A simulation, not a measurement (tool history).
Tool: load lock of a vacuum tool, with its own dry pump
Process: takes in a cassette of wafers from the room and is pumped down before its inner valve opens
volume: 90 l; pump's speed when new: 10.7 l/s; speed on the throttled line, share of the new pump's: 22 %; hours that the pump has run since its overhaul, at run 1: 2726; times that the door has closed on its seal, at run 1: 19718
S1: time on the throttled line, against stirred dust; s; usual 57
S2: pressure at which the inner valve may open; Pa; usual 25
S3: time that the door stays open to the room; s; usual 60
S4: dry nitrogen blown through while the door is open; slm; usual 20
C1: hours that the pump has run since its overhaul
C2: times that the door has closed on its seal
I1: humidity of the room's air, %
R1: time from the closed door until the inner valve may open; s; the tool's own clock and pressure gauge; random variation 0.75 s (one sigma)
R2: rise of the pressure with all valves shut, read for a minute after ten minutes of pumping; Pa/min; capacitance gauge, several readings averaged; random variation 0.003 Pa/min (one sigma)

{"run": 1, "hour": 0.0, "S1": 57, "S2": 25, "S3": 60, "S4": 20, "C1": 2726, "C2": 19718, "I1": 47.4, "R1": 116.5, "R2": 0.243}
{"run": 2, "hour": 53.0, "S1": 57, "S2": 25, "S3": 60, "S4": 20, "C1": 2779, "C2": 19959, "I1": 44.4, "R1": 116.8, "R2": 0.253}
{"run": 3, "hour": 152.0, "S1": 57, "S2": 25, "S3": 60, "S4": 20, "C1": 2878, "C2": 20410, "I1": 45.4, "R1": 115, "R2": 0.26}
{"run": 4, "hour": 241.8, "S1": 57, "S2": 25, "S3": 60, "S4": 20, "C1": 2967, "C2": 20819, "I1": 46.3, "R1": 115.3, "R2": 0.268}
{"run": 5, "hour": 292.8, "S1": 57, "S2": 25, "S3": 60, "S4": 20, "C1": 3018, "C2": 21051, "I1": 44.8, "R1": 117.6, "R2": 0.268}
{"run": 6, "hour": 394.7, "S1": 57, "S2": 25, "S3": 60, "S4": 20, "C1": 3120, "C2": 21516, "I1": 46.2, "R1": 116.4, "R2": 0.284}
{"run": 7, "hour": 450.3, "S1": 57, "S2": 25, "S3": 60, "S4": 20, "C1": 3176, "C2": 21769, "I1": 47.3, "R1": 116.9, "R2": 0.29}
{"run": 8, "hour": 528.2, "S1": 84, "S2": 25, "S3": 60, "S4": 20, "C1": 3254, "C2": 22123, "I1": 45.5, "R1": 137, "R2": 0.296}
{"run": 9, "hour": 586.4, "S1": 84, "S2": 25, "S3": 60, "S4": 20, "C1": 3312, "C2": 22389, "I1": 43.7, "R1": 137.9, "R2": 0.295}
{"run": 10, "hour": 686.9, "S1": 84, "S2": 25, "S3": 60, "S4": 20, "C1": 3412, "C2": 22846, "I1": 43.7, "R1": 138.9, "R2": 0.308}
{"run": 11, "hour": 763.8, "S1": 84, "S2": 25, "S3": 60, "S4": 20, "C1": 3489, "C2": 23197, "I1": 43.7, "R1": 136.7, "R2": 0.314}
{"run": 12, "hour": 846.0, "S1": 57, "S2": 25, "S3": 60, "S4": 20, "C1": 3572, "C2": 23571, "I1": 46.7, "R1": 117.4, "R2": 0.326}
{"run": 13, "hour": 944.4, "S1": 57, "S2": 25, "S3": 48, "S4": 20, "C1": 3670, "C2": 24019, "I1": 46.9, "R1": 116.5, "R2": 0.34}
{"run": 14, "hour": 1020.4, "S1": 96, "S2": 25, "S3": 60, "S4": 20, "C1": 3746, "C2": 24365, "I1": 45.7, "R1": 147.4, "R2": 0.35}
{"run": 15, "hour": 1102.5, "S1": 96, "S2": 25, "S3": 60, "S4": 20, "C1": 3828, "C2": 24739, "I1": 44, "R1": 147.2, "R2": 0.349}
{"run": 16, "hour": 1211.6, "S1": 96, "S2": 25, "S3": 60, "S4": 20, "C1": 3937, "C2": 25236, "I1": 43.7, "R1": 148.8, "R2": 0.356}
{"run": 17, "hour": 1302.4, "S1": 96, "S2": 25, "S3": 49, "S4": 20, "C1": 4028, "C2": 25649, "I1": 47.3, "R1": 146.8, "R2": 0.365}
{"run": 18, "hour": 1405.8, "S1": 96, "S2": 25, "S3": 49, "S4": 20, "C1": 4131, "C2": 26120, "I1": 47.7, "R1": 148.2, "R2": 0.379}
{"run": 19, "hour": 1509.8, "S1": 57, "S2": 25, "S3": 60, "S4": 20, "C1": 4235, "C2": 26594, "I1": 46.2, "R1": 116.8, "R2": 0.398}
{"hour": 1535.5, "done": "door's seal changed, seat wiped"}
{"run": 20, "hour": 1617.9, "S1": 57, "S2": 25, "S3": 60, "S4": 20, "C1": 4342, "C2": 375, "I1": 44.6, "R1": 117.3, "R2": 0.006}
{"run": 21, "hour": 1686.1, "S1": 57, "S2": 25, "S3": 60, "S4": 20, "C1": 4410, "C2": 686, "I1": 47.1, "R1": 116.9, "R2": 0.021}
{"run": 22, "hour": 1806.2, "S1": 75, "S2": 44, "S3": 37, "S4": 5, "C1": 4530, "C2": 1233, "I1": 40.4, "R1": 125.8, "R2": 0.025}
{"run": 23, "hour": 1911.6, "S1": 37, "S2": 44, "S3": 76, "S4": 19, "C1": 4636, "C2": 1713, "I1": 43.9, "R1": 96.3, "R2": 0.023}
{"run": 24, "hour": 2016.5, "S1": 36, "S2": 34, "S3": 88, "S4": 18, "C1": 4741, "C2": 2191, "I1": 45.5, "R1": 98.4, "R2": 0.03}
{"run": 25, "hour": 2077.3, "S1": 36, "S2": 34, "S3": 88, "S4": 18, "C1": 4801, "C2": 2468, "I1": 47.7, "R1": 98.7, "R2": 0.032}
{"run": 26, "hour": 2173.9, "S1": 36, "S2": 34, "S3": 88, "S4": 18, "C1": 4898, "C2": 2908, "I1": 44.5, "R1": 97.7, "R2": 0.029}
{"run": 27, "hour": 2261.8, "S1": 63, "S2": 34, "S3": 65, "S4": 18, "C1": 4986, "C2": 3308, "I1": 45.2, "R1": 119.5, "R2": 0.033}
{"run": 28, "hour": 2369.9, "S1": 63, "S2": 34, "S3": 65, "S4": 18, "C1": 5094, "C2": 3801, "I1": 45.8, "R1": 121.1, "R2": 0.034}
{"run": 29, "hour": 2476.0, "S1": 63, "S2": 34, "S3": 65, "S4": 18, "C1": 5200, "C2": 4284, "I1": 44.1, "R1": 120.5, "R2": 0.034}
{"run": 30, "hour": 2586.5, "S1": 49, "S2": 34, "S3": 65, "S4": 12, "C1": 5311, "C2": 4787, "I1": 45.9, "R1": 108, "R2": 0.044}
{"run": 31, "hour": 2693.0, "S1": 49, "S2": 34, "S3": 65, "S4": 12, "C1": 5417, "C2": 5272, "I1": 43.8, "R1": 108.2, "R2": 0.048}
{"run": 32, "hour": 2786.9, "S1": 33, "S2": 24, "S3": 89, "S4": 6, "C1": 5511, "C2": 5700, "I1": 45.5, "R1": 98.6, "R2": 0.069}
{"run": 33, "hour": 2904.3, "S1": 33, "S2": 24, "S3": 89, "S4": 6, "C1": 5628, "C2": 6234, "I1": 44.8, "R1": 99.2, "R2": 0.072}
{"run": 34, "hour": 3019.9, "S1": 88, "S2": 46, "S3": 89, "S4": 6, "C1": 5744, "C2": 6761, "I1": 44.5, "R1": 136.5, "R2": 0.075}
{"run": 35, "hour": 3139.9, "S1": 57, "S2": 25, "S3": 60, "S4": 33, "C1": 5864, "C2": 7308, "I1": 45.4, "R1": 118.9, "R2": 0.063}
{"run": 36, "hour": 3229.1, "S1": 57, "S2": 25, "S3": 60, "S4": 33, "C1": 5953, "C2": 7714, "I1": 45.3, "R1": 117.7, "R2": 0.072}
{"run": 37, "hour": 3293.2, "S1": 55, "S2": 25, "S3": 120, "S4": 6, "C1": 6017, "C2": 8005, "I1": 43.3, "R1": 115.9, "R2": 0.096}

Forecast each of these 4 alternatives for the next run:
{"run": "A", "hour": 3384.9, "S1": 78, "S2": 23, "S3": 87, "S4": 20, "C1": 6109, "C2": 8423, "I1": 42.3, "R1": "?", "R2": "?"}
{"run": "B", "hour": 3384.9, "S1": 57, "S2": 26, "S3": 150, "S4": 20, "C1": 6109, "C2": 8423, "I1": 45.3, "R1": "?", "R2": "?"}
{"run": "C", "hour": 3384.9, "S1": 79, "S2": 28, "S3": 160, "S4": 6, "C1": 6109, "C2": 8423, "I1": 44.5, "R1": "?", "R2": "?"}
{"run": "D", "hour": 3384.9, "S1": 57, "S2": 25, "S3": 203, "S4": 20, "C1": 6109, "C2": 8423, "I1": 44.5, "R1": "?", "R2": "?"}

run=A R1=134.9 R2=0.08
run=B R1=117.1 R2=0.082
run=C R1=134 R2=0.104
run=D R1=118.4 R2=0.087
Without the tool's hidden state the same runs would have given:
run=A R1=132.2 R2=0.018
run=B R1=114.3 R2=0.018
run=C R1=131.4 R2=0.041
run=D R1=115.6 R2=0.024
